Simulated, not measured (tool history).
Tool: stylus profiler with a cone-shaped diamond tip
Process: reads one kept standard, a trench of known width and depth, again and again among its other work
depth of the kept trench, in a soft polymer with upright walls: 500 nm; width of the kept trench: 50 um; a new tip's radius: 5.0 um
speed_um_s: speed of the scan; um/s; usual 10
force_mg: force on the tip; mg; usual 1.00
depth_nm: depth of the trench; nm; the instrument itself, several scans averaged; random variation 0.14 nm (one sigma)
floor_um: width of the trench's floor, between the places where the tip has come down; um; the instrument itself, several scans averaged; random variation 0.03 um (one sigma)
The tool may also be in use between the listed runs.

run     day  speed_um_s  force_mg  depth_nm  floor_um
  1   0.000          10      1.00    503.43     43.14
  2   0.650          32      1.00    503.66     42.94
  3   1.383          12      1.00    503.17     42.99
  4   2.171          10      1.00    503.14     42.96
  5   3.179           7      1.00    503.43     42.86
  6   4.304          28      1.00    503.58     42.82
  7   5.038          10      0.38    502.39     42.74
  8   5.717          10      0.38    502.19     42.69
  9   6.554          10      1.00    503.41     42.68
 10   7.342          10      1.00    503.39     42.63
 11   8.467          10      0.46    502.46     42.55
 12   9.454          10      1.00    503.47     42.57
 13  10.542          32      1.00    503.55     42.40
 14  11.608          32      1.00    503.83     42.32
 15  12.267          10      1.00    503.90     42.38
 16  13.112          10      1.00    503.48     42.27
     13.225  -- height scale calibrated on a step standard
 17  13.771          10      1.00    504.24     42.24
 18  14.483          10      1.00    504.04     42.21
 19  15.121          10      1.00    504.45     42.18
 20  15.950          10      1.00    504.34     42.15
 21  16.762          10      1.00    504.57     42.10
 22  17.562          10      1.00    504.15     42.02
 23  18.292          10      1.00    504.32     41.96
 24  18.758          19      1.01    504.34     41.91
     19.167  -- height scale calibrated on a step standard, once more
 25  19.338           6      2.40    504.56     42.00

The next listed run, before its measurement:
 26  20.333           6      2.40         ?         ?

depth_nm: 504.78 nm
floor_um: 41.88 um
Without the tool's hidden state the same run would have given depth_nm 504.71 nm, floor_um 45.59 um.

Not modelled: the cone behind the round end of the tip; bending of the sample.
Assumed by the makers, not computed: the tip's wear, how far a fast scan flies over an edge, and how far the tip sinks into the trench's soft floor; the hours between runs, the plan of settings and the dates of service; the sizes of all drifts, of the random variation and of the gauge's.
